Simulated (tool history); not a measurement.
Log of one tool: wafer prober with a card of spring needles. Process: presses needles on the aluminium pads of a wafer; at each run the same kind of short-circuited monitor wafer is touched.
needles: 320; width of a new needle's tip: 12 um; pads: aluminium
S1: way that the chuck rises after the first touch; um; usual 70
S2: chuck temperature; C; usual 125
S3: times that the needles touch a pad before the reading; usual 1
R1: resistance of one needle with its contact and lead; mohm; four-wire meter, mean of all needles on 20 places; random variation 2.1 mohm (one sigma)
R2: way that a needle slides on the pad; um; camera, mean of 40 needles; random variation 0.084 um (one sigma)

{"run": 1, "hour": 0.0, "S1": 70, "S2": 125, "S3": 1, "R1": 221, "R2": 15.54}
{"hour": 3.1, "done": "tips cleaned on abrasive film"}
{"hour": 6.2, "done": "tips cleaned on abrasive film"}
{"hour": 9.3, "done": "tips cleaned on abrasive film"}
{"hour": 13.2, "done": "tips cleaned on abrasive film"}
{"run": 2, "hour": 14.4, "S1": 70, "S2": 125, "S3": 1, "R1": 223, "R2": 15.51}
{"hour": 16.7, "done": "tips cleaned on abrasive film"}
{"hour": 20.6, "done": "tips cleaned on abrasive film"}
{"hour": 23.7, "done": "tips cleaned on abrasive film"}
{"hour": 27.6, "done": "tips cleaned on abrasive film"}
{"run": 3, "hour": 29.5, "S1": 70, "S2": 125, "S3": 1, "R1": 224, "R2": 15.41}
{"hour": 31.1, "done": "tips cleaned on abrasive film"}
{"hour": 34.2, "done": "tips cleaned on abrasive film"}
{"hour": 37.3, "done": "tips cleaned on abrasive film"}
{"hour": 40.4, "done": "tips cleaned on abrasive film"}
{"run": 4, "hour": 41.8, "S1": 70, "S2": 125, "S3": 1, "R1": 225, "R2": 15.65}
{"hour": 44.2, "done": "tips cleaned on abrasive film"}
{"hour": 48.1, "done": "tips cleaned on abrasive film"}
{"hour": 51.9, "done": "tips cleaned on abrasive film"}
{"run": 5, "hour": 52.2, "S1": 70, "S2": 125, "S3": 1, "R1": 223, "R2": 15.7}
{"hour": 55.4, "done": "tips cleaned on abrasive film"}
{"hour": 55.7, "done": "height of the first contact set anew"}
{"hour": 58.8, "done": "tips cleaned on abrasive film"}
{"run": 6, "hour": 61.8, "S1": 57, "S2": 125, "S3": 1, "R1": 226, "R2": 12.7}
{"hour": 62.6, "done": "tips cleaned on abrasive film"}
{"hour": 65.7, "done": "tips cleaned on abrasive film"}
{"hour": 68.9, "done": "tips cleaned on abrasive film"}
{"run": 7, "hour": 70.9, "S1": 57, "S2": 125, "S3": 1, "R1": 227, "R2": 12.58}
{"hour": 72.5, "done": "tips cleaned on abrasive film"}
{"hour": 75.6, "done": "tips cleaned on abrasive film"}
{"hour": 79.5, "done": "tips cleaned on abrasive film"}
{"hour": 82.6, "done": "tips cleaned on abrasive film"}
{"hour": 85.7, "done": "tips cleaned on abrasive film"}
{"run": 8, "hour": 86.8, "S1": 57, "S2": 125, "S3": 1, "R1": 225, "R2": 12.63}
{"hour": 89.2, "done": "tips cleaned on abrasive film"}
{"hour": 93.1, "done": "tips cleaned on abrasive film"}
{"hour": 96.9, "done": "tips cleaned on abrasive film"}
{"hour": 100.8, "done": "tips cleaned on abrasive film"}
{"run": 9, "hour": 102.8, "S1": 70, "S2": 125, "S3": 1, "R1": 224, "R2": 15.61}
{"hour": 104.4, "done": "tips cleaned on abrasive film"}
{"hour": 108.3, "done": "tips cleaned on abrasive film"}
{"hour": 111.4, "done": "tips cleaned on abrasive film"}
{"hour": 114.5, "done": "tips cleaned on abrasive film"}
{"hour": 118.4, "done": "tips cleaned on abrasive film"}
{"run": 10, "hour": 119.1, "S1": 70, "S2": 125, "S3": 2, "R1": 227, "R2": 15.59}
{"hour": 122.2, "done": "tips cleaned on abrasive film"}
{"hour": 125.3, "done": "tips cleaned on abrasive film"}
{"hour": 129.2, "done": "tips cleaned on abrasive film"}
{"run": 11, "hour": 129.3, "S1": 70, "S2": 34, "S3": 1, "R1": 205, "R2": 15.65}
{"hour": 132.4, "done": "tips cleaned on abrasive film"}
{"hour": 136.3, "done": "tips cleaned on abrasive film"}
{"hour": 139.4, "done": "tips cleaned on abrasive film"}
{"hour": 143.3, "done": "tips cleaned on abrasive film"}
{"hour": 146.5, "done": "tips cleaned on abrasive film"}
{"run": 12, "hour": 146.5, "S1": 70, "S2": 125, "S3": 1, "R1": 224, "R2": 15.53}
{"hour": 150.4, "done": "tips cleaned on abrasive film"}
{"hour": 153.5, "done": "tips cleaned on abrasive film"}
{"run": 13, "hour": 154.9, "S1": 70, "S2": 48, "S3": 1, "R1": 212, "R2": 15.63}
{"hour": 157.2, "done": "tips cleaned on abrasive film"}
{"hour": 161.1, "done": "tips cleaned on abrasive film"}
{"hour": 165.0, "done": "tips cleaned on abrasive film"}
{"run": 14, "hour": 165.8, "S1": 50, "S2": 48, "S3": 1, "R1": 211, "R2": 11.13}
{"hour": 168.1, "done": "tips cleaned on abrasive film"}
{"hour": 171.2, "done": "tips cleaned on abrasive film"}
{"hour": 174.3, "done": "tips cleaned on abrasive film"}
{"hour": 178.2, "done": "tips cleaned on abrasive film"}
{"run": 15, "hour": 178.3, "S1": 57, "S2": 28, "S3": 1, "R1": 206, "R2": 12.69}
{"hour": 181.4, "done": "tips cleaned on abrasive film"}
{"hour": 185.2, "done": "tips cleaned on abrasive film"}
{"hour": 189.1, "done": "tips cleaned on abrasive film"}
{"hour": 192.2, "done": "tips cleaned on abrasive film"}
{"hour": 195.3, "done": "tips cleaned on abrasive film"}
{"run": 16, "hour": 196.6, "S1": 57, "S2": 28, "S3": 1, "R1": 205, "R2": 12.56}
{"hour": 199.0, "done": "tips cleaned on abrasive film"}
{"hour": 202.9, "done": "tips cleaned on abrasive film"}
{"hour": 206.0, "done": "tips cleaned on abrasive film"}
{"hour": 209.1, "done": "tips cleaned on abrasive film"}
{"hour": 213.0, "done": "tips cleaned on abrasive film"}
{"run": 17, "hour": 215.2, "S1": 58, "S2": 38, "S3": 1, "R1": 202, "R2": 12.84}
{"hour": 216.8, "done": "tips cleaned on abrasive film"}
{"hour": 220.6, "done": "tips cleaned on abrasive film"}
{"hour": 223.8, "done": "tips cleaned on abrasive film"}
{"run": 18, "hour": 223.9, "S1": 70, "S2": 57, "S3": 2, "R1": 213, "R2": 15.51}
{"hour": 227.0, "done": "tips cleaned on abrasive film"}
{"hour": 230.1, "done": "tips cleaned on abrasive film"}
{"hour": 233.2, "done": "tips cleaned on abrasive film"}
{"hour": 237.1, "done": "tips cleaned on abrasive film"}
{"hour": 240.2, "done": "tips cleaned on abrasive film"}
{"run": 19, "hour": 240.2, "S1": 56, "S2": 57, "S3": 2, "R1": 209, "R2": 12.47}
{"hour": 243.3, "done": "tips cleaned on abrasive film"}
{"hour": 246.4, "done": "tips cleaned on abrasive film"}
{"hour": 250.3, "done": "tips cleaned on abrasive film"}
{"hour": 253.4, "done": "tips cleaned on abrasive film"}
{"run": 20, "hour": 255.5, "S1": 89, "S2": 43, "S3": 2, "R1": 209, "R2": 19.81}
{"hour": 257.1, "done": "tips cleaned on abrasive film"}
{"hour": 260.2, "done": "tips cleaned on abrasive film"}
{"hour": 264.0, "done": "tips cleaned on abrasive film"}
{"hour": 267.2, "done": "tips cleaned on abrasive film"}
{"run": 21, "hour": 268.6, "S1": 70, "S2": 125, "S3": 2, "R1": 227, "R2": 15.32}
{"hour": 271.0, "done": "tips cleaned on abrasive film"}
{"hour": 274.1, "done": "tips cleaned on abrasive film"}
{"hour": 277.2, "done": "tips cleaned on abrasive film"}
{"hour": 281.1, "done": "tips cleaned on abrasive film"}
{"run": 22, "hour": 283.2, "S1": 76, "S2": 125, "S3": 2, "R1": 224, "R2": 16.69}
{"hour": 284.8, "done": "tips cleaned on abrasive film"}
{"hour": 288.7, "done": "tips cleaned on abrasive film"}
{"hour": 291.8, "done": "tips cleaned on abrasive film"}
{"hour": 295.7, "done": "tips cleaned on abrasive film"}
{"hour": 298.8, "done": "tips cleaned on abrasive film"}
{"run": 23, "hour": 301.7, "S1": 76, "S2": 125, "S3": 2, "R1": 224, "R2": 16.65}
{"hour": 302.5, "done": "tips cleaned on abrasive film"}
{"hour": 305.7, "done": "tips cleaned on abrasive film"}
{"hour": 309.5, "done": "tips cleaned on abrasive film"}
{"hour": 312.6, "done": "tips cleaned on abrasive film"}
{"run": 24, "hour": 313.8, "S1": 76, "S2": 125, "S3": 2, "R1": 224, "R2": 16.74}
{"hour": 315.6, "done": "height of the first contact set anew"}
{"hour": 316.5, "done": "tips cleaned on abrasive film"}
{"hour": 319.6, "done": "tips cleaned on abrasive film"}
{"hour": 322.7, "done": "tips cleaned on abrasive film"}
{"run": 25, "hour": 324.8, "S1": 76, "S2": 125, "S3": 2, "R1": 226, "R2": 16.83}

Forecast each of these 5 alternatives for the next run:
{"hour": 326.4, "done": "tips cleaned on abrasive film"}
{"hour": 330.3, "done": "tips cleaned on abrasive film"}
{"hour": 334.1, "done": "tips cleaned on abrasive film"}
{"hour": 337.3, "done": "tips cleaned on abrasive film"}
{"run": "A", "hour": 339.8, "S1": 70, "S2": 90, "S3": 3, "R1": "?", "R2": "?"}
{"hour": 326.4, "done": "tips cleaned on abrasive film"}
{"hour": 330.3, "done": "tips cleaned on abrasive film"}
{"hour": 334.1, "done": "tips cleaned on abrasive film"}
{"hour": 337.3, "done": "tips cleaned on abrasive film"}
{"run": "B", "hour": 339.8, "S1": 70, "S2": 109, "S3": 1, "R1": "?", "R2": "?"}
{"hour": 326.4, "done": "tips cleaned on abrasive film"}
{"hour": 330.3, "done": "tips cleaned on abrasive film"}
{"hour": 334.1, "done": "tips cleaned on abrasive film"}
{"hour": 337.3, "done": "tips cleaned on abrasive film"}
{"run": "C", "hour": 339.8, "S1": 59, "S2": 125, "S3": 2, "R1": "?", "R2": "?"}
{"hour": 326.4, "done": "tips cleaned on abrasive film"}
{"hour": 330.3, "done": "tips cleaned on abrasive film"}
{"hour": 334.1, "done": "tips cleaned on abrasive film"}
{"hour": 337.3, "done": "tips cleaned on abrasive film"}
{"run": "D", "hour": 339.8, "S1": 63, "S2": 125, "S3": 2, "R1": "?", "R2": "?"}
{"hour": 326.4, "done": "tips cleaned on abrasive film"}
{"hour": 330.3, "done": "tips cleaned on abrasive film"}
{"hour": 334.1, "done": "tips cleaned on abrasive film"}
{"hour": 337.3, "done": "tips cleaned on abrasive film"}
{"run": "E", "hour": 339.8, "S1": 50, "S2": 27, "S3": 2, "R1": "?", "R2": "?"}

run=A R1=217 R2=15.57
run=B R1=219 R2=15.44
run=C R1=224 R2=13.06
run=D R1=225 R2=14.02
run=E R1=203 R2=11.14
Without the tool's hidden state the same runs would have given:
run=A R1=216 R2=15.57
run=B R1=219 R2=15.44
run=C R1=224 R2=13.06
run=D R1=224 R2=14.02
run=E R1=202 R2=11.14

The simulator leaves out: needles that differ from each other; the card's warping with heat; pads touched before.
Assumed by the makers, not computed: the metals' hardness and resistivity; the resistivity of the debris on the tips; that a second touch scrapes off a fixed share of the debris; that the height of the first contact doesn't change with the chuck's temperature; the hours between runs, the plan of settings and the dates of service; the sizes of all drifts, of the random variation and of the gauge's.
